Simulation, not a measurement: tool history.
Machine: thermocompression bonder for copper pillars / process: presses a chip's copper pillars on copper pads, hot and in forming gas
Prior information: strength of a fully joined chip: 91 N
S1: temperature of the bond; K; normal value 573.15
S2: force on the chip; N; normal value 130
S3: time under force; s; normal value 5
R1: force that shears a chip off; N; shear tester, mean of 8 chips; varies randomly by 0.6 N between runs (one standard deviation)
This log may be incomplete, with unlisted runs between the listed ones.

run,hour,S1,S2,S3,R1
1,0.0,573.15,130,5,31.4
2,87.2,573.15,128,5,30.4
3,143.7,573.15,130,5,30.2
4,206.1,594.15,130,5,39.2
5,300.7,594.15,130,5,36.8
6,367.3,573.15,130,5,28.9
# hour 406.6: forming gas filter changed
7,445.0,573.15,130,5,29.0
8,515.5,573.15,130,5,29.1
9,572.1,573.15,130,5,29.0
10,645.9,573.15,130,5,28.7
11,713.8,573.15,137,5,28.7
12,807.5,573.15,170,4,32.7
13,872.7,600.15,119,11,45.3
# hour 943.8: forming gas filter changed
14,959.3,559.15,82,5,13.6
# hour 1001.3: heater calibrated with a thermocouple chip
15,1029.5,571.15,82,7,20.6
16,1104.0,573.15,131,5,31.5
# hour 1156.5: force cell calibrated
17,1184.0,573.15,87,10,28.0
18,1235.4,594.15,185,10,64.2

Consider 5 possible next runs. They are alternatives, not a sequence: every one starts from the tool as it was left by run 18. What does each give?
A,1302.3,573.15,119,4,?
B,1302.3,556.15,185,5,?
C,1302.3,551.15,163,10,?
D,1302.3,582.15,176,9,?
E,1302.3,573.15,113,3,?

run,R1
A,25.8
B,34.5
C,38.2
D,54.3
E,21.7
Without the tool's unlogged condition, the same runs would have read:
run,R1
A,27.4
B,36.6
C,40.5
D,57.1
E,23.0
